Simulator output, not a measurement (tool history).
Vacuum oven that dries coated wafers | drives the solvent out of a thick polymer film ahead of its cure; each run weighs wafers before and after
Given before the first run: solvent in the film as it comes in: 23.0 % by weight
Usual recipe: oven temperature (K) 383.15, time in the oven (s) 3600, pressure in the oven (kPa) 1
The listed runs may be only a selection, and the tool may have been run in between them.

run 1 hour=0 | oven_temperature_(K)=383.15 time_in_the_oven_(s)=3600 pressure_in_the_oven_(kPa)=1 | solvent_left_in_the_film_(%)=2.4
run 2 hour=29.4 | oven_temperature_(K)=383.15 time_in_the_oven_(s)=3600 pressure_in_the_oven_(kPa)=1 | solvent_left_in_the_film_(%)=2.4
run 3 hour=54.9 | oven_temperature_(K)=377.15 time_in_the_oven_(s)=3600 pressure_in_the_oven_(kPa)=1 | solvent_left_in_the_film_(%)=3.51
run 4 hour=86.5 | oven_temperature_(K)=377.15 time_in_the_oven_(s)=3600 pressure_in_the_oven_(kPa)=1 | solvent_left_in_the_film_(%)=3.49
run 5 hour=123.3 | oven_temperature_(K)=377.15 time_in_the_oven_(s)=3600 pressure_in_the_oven_(kPa)=1 | solvent_left_in_the_film_(%)=3.49
run 6 hour=165.2 | oven_temperature_(K)=377.15 time_in_the_oven_(s)=3600 pressure_in_the_oven_(kPa)=1 | solvent_left_in_the_film_(%)=3.53
run 7 hour=213.9 | oven_temperature_(K)=377.15 time_in_the_oven_(s)=3600 pressure_in_the_oven_(kPa)=1 | solvent_left_in_the_film_(%)=3.46
run 8 hour=240.8 | oven_temperature_(K)=383.15 time_in_the_oven_(s)=3600 pressure_in_the_oven_(kPa)=1.16 | solvent_left_in_the_film_(%)=2.43
-- hour=276.2 oven's thermocouples calibrated
run 9 hour=280.2 | oven_temperature_(K)=383.15 time_in_the_oven_(s)=3600 pressure_in_the_oven_(kPa)=1.16 | solvent_left_in_the_film_(%)=2.65
run 10 hour=306 | oven_temperature_(K)=383.15 time_in_the_oven_(s)=3600 pressure_in_the_oven_(kPa)=0.96 | solvent_left_in_the_film_(%)=2.56
run 11 hour=331.3 | oven_temperature_(K)=383.15 time_in_the_oven_(s)=3600 pressure_in_the_oven_(kPa)=1 | solvent_left_in_the_film_(%)=2.58
run 12 hour=377.8 | oven_temperature_(K)=383.15 time_in_the_oven_(s)=3180 pressure_in_the_oven_(kPa)=1 | solvent_left_in_the_film_(%)=3.24
-- hour=384 vacuum gauge cleaned of residue and calibrated
run 13 hour=400.9 | oven_temperature_(K)=393.15 time_in_the_oven_(s)=4680 pressure_in_the_oven_(kPa)=1.92 | solvent_left_in_the_film_(%)=0.76
run 14 hour=445 | oven_temperature_(K)=393.15 time_in_the_oven_(s)=4680 pressure_in_the_oven_(kPa)=1.92 | solvent_left_in_the_film_(%)=0.77
-- hour=462.7 vacuum gauge cleaned of residue and calibrated, once more
run 15 hour=482.3 | oven_temperature_(K)=393.15 time_in_the_oven_(s)=4680 pressure_in_the_oven_(kPa)=1.92 | solvent_left_in_the_film_(%)=0.7
run 16 hour=526 | oven_temperature_(K)=379.15 time_in_the_oven_(s)=4680 pressure_in_the_oven_(kPa)=1.92 | solvent_left_in_the_film_(%)=2.23
run 17 hour=553.7 | oven_temperature_(K)=370.15 time_in_the_oven_(s)=3600 pressure_in_the_oven_(kPa)=2.53 | solvent_left_in_the_film_(%)=5.72
run 18 hour=590 | oven_temperature_(K)=370.15 time_in_the_oven_(s)=4740 pressure_in_the_oven_(kPa)=0.61 | solvent_left_in_the_film_(%)=3.51
run 19 hour=639.9 | oven_temperature_(K)=398.15 time_in_the_oven_(s)=3600 pressure_in_the_oven_(kPa)=2.46 | solvent_left_in_the_film_(%)=0.95
run 20 hour=674.4 | oven_temperature_(K)=398.15 time_in_the_oven_(s)=3600 pressure_in_the_oven_(kPa)=2.99 | solvent_left_in_the_film_(%)=0.99
run 21 hour=699.4 | oven_temperature_(K)=383.15 time_in_the_oven_(s)=1860 pressure_in_the_oven_(kPa)=1 | solvent_left_in_the_film_(%)=6.51
run 22 hour=725.3 | oven_temperature_(K)=384.15 time_in_the_oven_(s)=4620 pressure_in_the_oven_(kPa)=0.51 | solvent_left_in_the_film_(%)=1.26
run 23 hour=748.7 | oven_temperature_(K)=392.15 time_in_the_oven_(s)=2040 pressure_in_the_oven_(kPa)=1 | solvent_left_in_the_film_(%)=3.9

Run by run, hidden condition taken away, random variation retained:
Hidden state at play: true wafer temperature over the reading, C; true pressure over the reading, kPa; drift of the gauge itself on solvent_pct, %.
run=1 solvent_left_in_the_film_(%)=2.53
run=2 solvent_left_in_the_film_(%)=2.54
run=3 solvent_left_in_the_film_(%)=3.68
run=4 solvent_left_in_the_film_(%)=3.66
run=5 solvent_left_in_the_film_(%)=3.67
run=6 solvent_left_in_the_film_(%)=3.71
run=7 solvent_left_in_the_film_(%)=3.65
run=8 solvent_left_in_the_film_(%)=2.58
run=9 solvent_left_in_the_film_(%)=2.59
run=10 solvent_left_in_the_film_(%)=2.51
run=11 solvent_left_in_the_film_(%)=2.53
run=12 solvent_left_in_the_film_(%)=3.19
run=13 solvent_left_in_the_film_(%)=0.72
run=14 solvent_left_in_the_film_(%)=0.73
run=15 solvent_left_in_the_film_(%)=0.7
run=16 solvent_left_in_the_film_(%)=2.23
run=17 solvent_left_in_the_film_(%)=5.72
run=18 solvent_left_in_the_film_(%)=3.51
run=19 solvent_left_in_the_film_(%)=0.95
run=20 solvent_left_in_the_film_(%)=1
run=21 solvent_left_in_the_film_(%)=6.52
run=22 solvent_left_in_the_film_(%)=1.27
run=23 solvent_left_in_the_film_(%)=3.92
